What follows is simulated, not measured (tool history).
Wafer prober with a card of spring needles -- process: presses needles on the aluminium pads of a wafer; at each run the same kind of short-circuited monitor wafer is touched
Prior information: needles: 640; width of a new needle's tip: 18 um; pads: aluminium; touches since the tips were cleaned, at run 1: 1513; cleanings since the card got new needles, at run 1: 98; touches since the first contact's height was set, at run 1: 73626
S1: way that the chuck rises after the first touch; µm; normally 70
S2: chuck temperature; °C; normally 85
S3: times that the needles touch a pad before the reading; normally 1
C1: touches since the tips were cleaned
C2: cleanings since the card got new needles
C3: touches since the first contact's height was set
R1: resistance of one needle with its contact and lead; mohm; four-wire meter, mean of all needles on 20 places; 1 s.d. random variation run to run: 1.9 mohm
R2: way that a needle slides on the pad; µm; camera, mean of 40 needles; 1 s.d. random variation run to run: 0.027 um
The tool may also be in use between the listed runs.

run     day  S1   S2  S3    C1   C2     C3   R1     R2
  1   0.000  70   85   1  1513   98  73626  195  14.20
      0.075  -- tips cleaned on abrasive film
      0.258  -- tips cleaned on abrasive film
      0.438  -- tips cleaned on abrasive film
      0.583  -- tips cleaned on abrasive film
      0.767  -- tips cleaned on abrasive film
      0.946  -- tips cleaned on abrasive film
      1.129  -- tips cleaned on abrasive film
      1.308  -- tips cleaned on abrasive film
      1.492  -- tips cleaned on abrasive film
  2   1.521  70   85   1   480  107  97025  199  14.21
      1.567  -- height of the first contact set anew
      1.679  -- tips cleaned on abrasive film
      1.858  -- tips cleaned on abrasive film
      2.042  -- tips cleaned on abrasive film
      2.221  -- tips cleaned on abrasive film
      2.404  -- tips cleaned on abrasive film
      2.583  -- tips cleaned on abrasive film
      2.767  -- tips cleaned on abrasive film
      2.946  -- tips cleaned on abrasive film
  3   3.075  70   85   1  2044  115  23287  194  14.23
      3.117  -- tips cleaned on abrasive film
      3.262  -- tips cleaned on abrasive film
      3.442  -- tips cleaned on abrasive film
      3.625  -- tips cleaned on abrasive film
      3.808  -- tips cleaned on abrasive film
      3.958  -- tips cleaned on abrasive film
  4   3.958  70   80   1     0  121  36807  192  14.21
      4.142  -- tips cleaned on abrasive film
      4.321  -- tips cleaned on abrasive film
      4.504  -- tips cleaned on abrasive film
      4.683  -- tips cleaned on abrasive film
      4.867  -- tips cleaned on abrasive film
      5.046  -- tips cleaned on abrasive film
  5   5.100  70   85   1   861  127  54439  196  14.27
      5.212  -- tips cleaned on abrasive film
      5.392  -- tips cleaned on abrasive film
      5.575  -- tips cleaned on abrasive film
      5.754  -- tips cleaned on abrasive film
      5.938  -- tips cleaned on abrasive film
      6.117  -- tips cleaned on abrasive film
      6.262  -- tips cleaned on abrasive film
      6.417  -- tips cleaned on abrasive film
  6   6.417  70   85   1     0  135  74682  195  14.30
      6.600  -- tips cleaned on abrasive film
      6.779  -- tips cleaned on abrasive film
      6.962  -- tips cleaned on abrasive film
      7.142  -- tips cleaned on abrasive film
      7.325  -- tips cleaned on abrasive film
      7.504  -- tips cleaned on abrasive film
      7.688  -- tips cleaned on abrasive film
      7.867  -- tips cleaned on abrasive film
      7.917  -- height of the first contact set anew
      8.062  -- tips cleaned on abrasive film
  7   8.096  70   36   1   552  144   2788  182  14.23
      8.242  -- tips cleaned on abrasive film
      8.425  -- tips cleaned on abrasive film
      8.604  -- tips cleaned on abrasive film
      8.750  -- tips cleaned on abrasive film
      8.933  -- tips cleaned on abrasive film
      9.112  -- tips cleaned on abrasive film
      9.258  -- tips cleaned on abrasive film
      9.442  -- tips cleaned on abrasive film
      9.621  -- tips cleaned on abrasive film
      9.804  -- tips cleaned on abrasive film
      9.983  -- tips cleaned on abrasive film
  8  10.121  70   36   1  2145  155  34003  183  14.27
     10.158  -- tips cleaned on abrasive film
     10.342  -- tips cleaned on abrasive film
     10.521  -- tips cleaned on abrasive film
     10.704  -- tips cleaned on abrasive film
     10.883  -- tips cleaned on abrasive film
     11.067  -- tips cleaned on abrasive film
     11.246  -- tips cleaned on abrasive film
     11.429  -- tips cleaned on abrasive film
     11.608  -- tips cleaned on abrasive film
     11.792  -- tips cleaned on abrasive film
  9  11.879  70   36   1  1407  165  61126  184  14.28
     11.954  -- tips cleaned on abrasive film
     12.138  -- tips cleaned on abrasive film
     12.317  -- tips cleaned on abrasive film
     12.500  -- tips cleaned on abrasive film
     12.679  -- tips cleaned on abrasive film
     12.862  -- tips cleaned on abrasive film
     13.042  -- tips cleaned on abrasive film
 10  13.079  70   85   1   607  172  79621  194  14.32
     13.192  -- tips cleaned on abrasive film
     13.371  -- tips cleaned on abrasive film
     13.554  -- tips cleaned on abrasive film
     13.733  -- tips cleaned on abrasive film
     13.917  -- tips cleaned on abrasive film
     14.096  -- tips cleaned on abrasive film
     14.250  -- height of the first contact set anew
     14.292  -- tips cleaned on abrasive film
     14.438  -- tips cleaned on abrasive film
 11  14.479  70   85   1   677  180   3473  196  14.35
     14.592  -- tips cleaned on abrasive film
     14.771  -- tips cleaned on abrasive film
     14.954  -- tips cleaned on abrasive film
     15.100  -- tips cleaned on abrasive film
     15.279  -- tips cleaned on abrasive film
     15.462  -- tips cleaned on abrasive film
     15.642  -- tips cleaned on abrasive film
     15.825  -- tips cleaned on abrasive film
 12  15.946  70   85   1  1912  188  26068  192  14.34
     15.983  -- tips cleaned on abrasive film
     16.167  -- tips cleaned on abrasive film
     16.312  -- tips cleaned on abrasive film
     16.492  -- tips cleaned on abrasive film
     16.675  -- tips cleaned on abrasive film
     16.854  -- tips cleaned on abrasive film
     17.000  -- tips cleaned on abrasive film
     17.183  -- tips cleaned on abrasive film
     17.362  -- tips cleaned on abrasive film
     17.529  -- tips cleaned on abrasive film
 13  17.529  59   95   2     0  198  50398  203  12.06
     17.675  -- tips cleaned on abrasive film
     17.854  -- tips cleaned on abrasive film
     18.038  -- tips cleaned on abrasive film
     18.217  -- tips cleaned on abrasive film
     18.400  -- tips cleaned on abrasive film
     18.579  -- tips cleaned on abrasive film
     18.725  -- tips cleaned on abrasive film
     18.908  -- tips cleaned on abrasive film
 14  18.938  89  105   2   454  206  72096  195  18.18
     19.083  -- tips cleaned on abrasive film
     19.262  -- tips cleaned on abrasive film
     19.446  -- tips cleaned on abrasive film
     19.625  -- tips cleaned on abrasive film
     19.808  -- tips cleaned on abrasive film
     19.988  -- tips cleaned on abrasive film
     20.171  -- tips cleaned on abrasive film
 15  20.288  70   53   2  1870  213  92973  188  14.34
     20.329  -- tips cleaned on abrasive film
     20.508  -- tips cleaned on abrasive film
     20.592  -- height of the first contact set anew
     20.704  -- tips cleaned on abrasive film
     20.850  -- tips cleaned on abrasive film
     21.029  -- tips cleaned on abrasive film
     21.212  -- tips cleaned on abrasive film
     21.392  -- tips cleaned on abrasive film
     21.575  -- tips cleaned on abrasive film
     21.754  -- tips cleaned on abrasive film
     21.938  -- tips cleaned on abrasive film
     22.083  -- tips cleaned on abrasive film
 16  22.171  70   53   2  1392  224  24313  190  14.33
     22.246  -- tips cleaned on abrasive film
     22.429  -- tips cleaned on abrasive film
     22.608  -- tips cleaned on abrasive film
     22.792  -- tips cleaned on abrasive film
     22.971  -- tips cleaned on abrasive film
     23.117  -- tips cleaned on abrasive film
     23.300  -- tips cleaned on abrasive film
     23.479  -- tips cleaned on abrasive film
     23.662  -- tips cleaned on abrasive film
     23.842  -- tips cleaned on abrasive film
 17  23.862  61  101   2   313  234  50341  201  12.56
     24.008  -- tips cleaned on abrasive film
     24.188  -- tips cleaned on abrasive film
     24.371  -- tips cleaned on abrasive film
     24.550  -- tips cleaned on abrasive film
     24.733  -- tips cleaned on abrasive film
     24.912  -- tips cleaned on abrasive film
     25.096  -- tips cleaned on abrasive film
     25.254  -- tips cleaned on abrasive film
 18  25.254  61  101   2     0  242  71815  199  12.54
     25.438  -- tips cleaned on abrasive film
     25.617  -- tips cleaned on abrasive film
     25.800  -- tips cleaned on abrasive film
     25.946  -- tips cleaned on abrasive film
     26.125  -- tips cleaned on abrasive film
 19  26.250  62  101   3  1936  247  87168  200  12.71
     26.288  -- tips cleaned on abrasive film
     26.471  -- tips cleaned on abrasive film
     26.650  -- tips cleaned on abrasive film
     26.833  -- tips cleaned on abrasive film
     26.917  -- height of the first contact set anew
     26.992  -- tips cleaned on abrasive film
     27.175  -- tips cleaned on abrasive film
 20  27.288  57   27   3  1823  253   5737  185  11.68
     27.329  -- tips cleaned on abrasive film
     27.508  -- tips cleaned on abrasive film
     27.692  -- tips cleaned on abrasive film
     27.838  -- tips cleaned on abrasive film
     28.017  -- tips cleaned on abrasive film
     28.200  -- tips cleaned on abrasive film
 21  28.300  58   85   2  1581  259  21294  196  11.90

Here are 3 independent what-if runs from the current tool condition. What would each one return?
     28.375  -- tips cleaned on abrasive film
     28.554  -- tips cleaned on abrasive film
     28.738  -- tips cleaned on abrasive film
     28.917  -- tips cleaned on abrasive film
     29.100  -- tips cleaned on abrasive film
     29.279  -- tips cleaned on abrasive film
  A  29.362  70  32   1  1297  265  37685   ?   ?
     28.375  -- tips cleaned on abrasive film
     28.554  -- tips cleaned on abrasive film
     28.738  -- tips cleaned on abrasive film
     28.917  -- tips cleaned on abrasive film
     29.100  -- tips cleaned on abrasive film
     29.279  -- tips cleaned on abrasive film
  B  29.362  52  46   1  1297  265  37685   ?   ?
     28.375  -- tips cleaned on abrasive film
     28.554  -- tips cleaned on abrasive film
     28.738  -- tips cleaned on abrasive film
     28.917  -- tips cleaned on abrasive film
     29.100  -- tips cleaned on abrasive film
     29.279  -- tips cleaned on abrasive film
  C  29.362  62  37   2  1297  265  37685   ?   ?

run   R1     R2
  A  183  14.40
  B  195  10.72
  C  187  12.74
Without the tool's hidden state the same runs would have given:
run   R1     R2
  A  182  14.22
  B  194  10.59
  C  186  12.58
